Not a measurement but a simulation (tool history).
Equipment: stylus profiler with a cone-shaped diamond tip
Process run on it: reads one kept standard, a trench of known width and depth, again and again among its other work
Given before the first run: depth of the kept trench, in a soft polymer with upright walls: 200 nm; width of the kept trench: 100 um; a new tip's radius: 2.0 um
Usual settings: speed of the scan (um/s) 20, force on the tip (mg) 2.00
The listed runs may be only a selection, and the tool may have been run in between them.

| run | hour | speed of the scan (um/s) | force on the tip (mg) | depth of the trench (angstrom) | width of the trench's floor (um) |
|---|---|---|---|---|---|
| 1 | 0.0 | 20 | 2.00 | 2024.7 | 97.54 |
| 2 | 34.4 | 20 | 2.00 | 2024.3 | 97.55 |
| 3 | 78.6 | 20 | 2.00 | 2025.4 | 97.54 |
|  | 128.6 | height scale calibrated on a step standard |
| 4 | 158.1 | 20 | 5.09 | 2040.0 | 97.58 |
| 5 | 198.6 | 20 | 1.18 | 2014.6 | 97.47 |
| 6 | 274.8 | 20 | 1.18 | 2015.5 | 97.48 |
| 7 | 326.4 | 20 | 1.18 | 2014.3 | 97.46 |
| 8 | 390.8 | 31 | 2.00 | 2021.7 | 97.40 |
| 9 | 458.6 | 12 | 2.00 | 2022.1 | 97.47 |
| 10 | 509.1 | 12 | 2.00 | 2022.8 | 97.52 |
| 11 | 549.6 | 12 | 2.00 | 2021.6 | 97.48 |
| 12 | 594.9 | 12 | 2.00 | 2022.9 | 97.46 |
| 13 | 630.6 | 20 | 2.00 | 2022.2 | 97.35 |
| 14 | 702.4 | 9 | 1.25 | 2017.5 | 97.40 |
| 15 | 749.1 | 6 | 1.25 | 2017.7 | 97.40 |
| 16 | 793.7 | 13 | 2.22 | 2024.7 | 97.32 |
| 17 | 863.6 | 30 | 2.66 | 2027.8 | 97.27 |
| 18 | 931.8 | 30 | 4.42 | 2038.9 | 97.23 |
| 19 | 1015.2 | 33 | 0.99 | 2015.4 | 97.09 |
| 20 | 1066.3 | 33 | 0.99 | 2015.4 | 97.07 |
| 21 | 1121.6 | 8 | 3.45 | 2033.9 | 97.32 |
| 22 | 1157.4 | 8 | 3.45 | 2033.6 | 97.29 |
| 23 | 1217.3 | 8 | 3.45 | 2034.9 | 97.32 |
| 24 | 1276.2 | 20 | 1.67 | 2022.5 | 97.13 |
| 25 | 1356.0 | 20 | 4.97 | 2042.6 | 97.15 |
| 26 | 1391.8 | 6 | 2.00 | 2025.1 | 97.18 |

Alternative continuations, all from the tool just after run 26; predict every row:
| A | 1426.9 | 23 | 2.00 | ? | ? |
| B | 1426.9 | 50 | 2.00 | ? | ? |
| C | 1426.9 | 61 | 3.37 | ? | ? |

| run | depth of the trench (angstrom) | width of the trench's floor (um) |
|---|---|---|
| A | 2025.8 | 97.14 |
| B | 2024.8 | 96.96 |
| C | 2034.6 | 96.89 |
The same runs, with their run-to-run variation unchanged, on a tool lacking any hidden condition would have given:
| run | depth of the trench (angstrom) | width of the trench's floor (um) |
|---|---|---|
| A | 2022.2 | 98.17 |
| B | 2021.3 | 97.98 |
| C | 2031.1 | 97.91 |
